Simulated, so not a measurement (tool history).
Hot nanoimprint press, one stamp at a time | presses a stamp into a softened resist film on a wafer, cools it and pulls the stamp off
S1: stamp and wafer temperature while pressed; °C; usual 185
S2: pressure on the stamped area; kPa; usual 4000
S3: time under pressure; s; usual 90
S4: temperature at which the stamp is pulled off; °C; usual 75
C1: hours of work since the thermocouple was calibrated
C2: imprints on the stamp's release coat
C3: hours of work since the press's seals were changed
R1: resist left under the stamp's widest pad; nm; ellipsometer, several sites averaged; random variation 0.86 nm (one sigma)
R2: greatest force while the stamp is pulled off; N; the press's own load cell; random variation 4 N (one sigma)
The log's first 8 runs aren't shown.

{"run": 9, "hour": 84.7, "S1": 185, "S2": 4000, "S3": 90, "S4": 75, "C1": 63, "C2": 804, "C3": 237, "R1": 185.1, "R2": 267}
{"run": 10, "hour": 92.9, "S1": 185, "S2": 4000, "S3": 76, "S4": 75, "C1": 66, "C2": 828, "C3": 240, "R1": 197.5, "R2": 262}
{"run": 11, "hour": 102.5, "S1": 185, "S2": 4000, "S3": 76, "S4": 75, "C1": 70, "C2": 857, "C3": 244, "R1": 197.9, "R2": 264}
{"run": 12, "hour": 111.0, "S1": 185, "S2": 4000, "S3": 76, "S4": 75, "C1": 74, "C2": 882, "C3": 248, "R1": 197.5, "R2": 278}
{"run": 13, "hour": 119.0, "S1": 185, "S2": 4000, "S3": 90, "S4": 75, "C1": 77, "C2": 906, "C3": 251, "R1": 185.2, "R2": 273}
{"run": 14, "hour": 131.3, "S1": 185, "S2": 4000, "S3": 90, "S4": 75, "C1": 82, "C2": 942, "C3": 256, "R1": 185.3, "R2": 270}
{"run": 15, "hour": 146.9, "S1": 185, "S2": 4000, "S3": 90, "S4": 75, "C1": 88, "C2": 989, "C3": 262, "R1": 183.5, "R2": 283}
{"hour": 151.0, "done": "plate thermocouple calibrated"}
{"run": 16, "hour": 164.5, "S1": 185, "S2": 4000, "S3": 90, "S4": 81, "C1": 6, "C2": 1032, "C3": 268, "R1": 187.9, "R2": 261}
{"run": 17, "hour": 179.2, "S1": 194, "S2": 6100, "S3": 91, "S4": 80, "C1": 12, "C2": 1076, "C3": 274, "R1": 105.7, "R2": 267}
{"run": 18, "hour": 194.0, "S1": 185, "S2": 4000, "S3": 67, "S4": 66, "C1": 18, "C2": 1120, "C3": 281, "R1": 206.5, "R2": 318}
{"run": 19, "hour": 210.5, "S1": 194, "S2": 3330, "S3": 169, "S4": 76, "C1": 25, "C2": 1169, "C3": 287, "R1": 105.3, "R2": 307}

Run 20 comes next. What will it give?
{"run": 20, "hour": 219.1, "S1": 194, "S2": 3330, "S3": 169, "S4": 76, "C1": 28, "C2": 1194, "C3": 291, "R1": "?", "R2": "?"}

R1: 105.5 nm
R2: 300 N
Without the tool's hidden state the same run would have given R1 101.3 nm, R2 194 N.
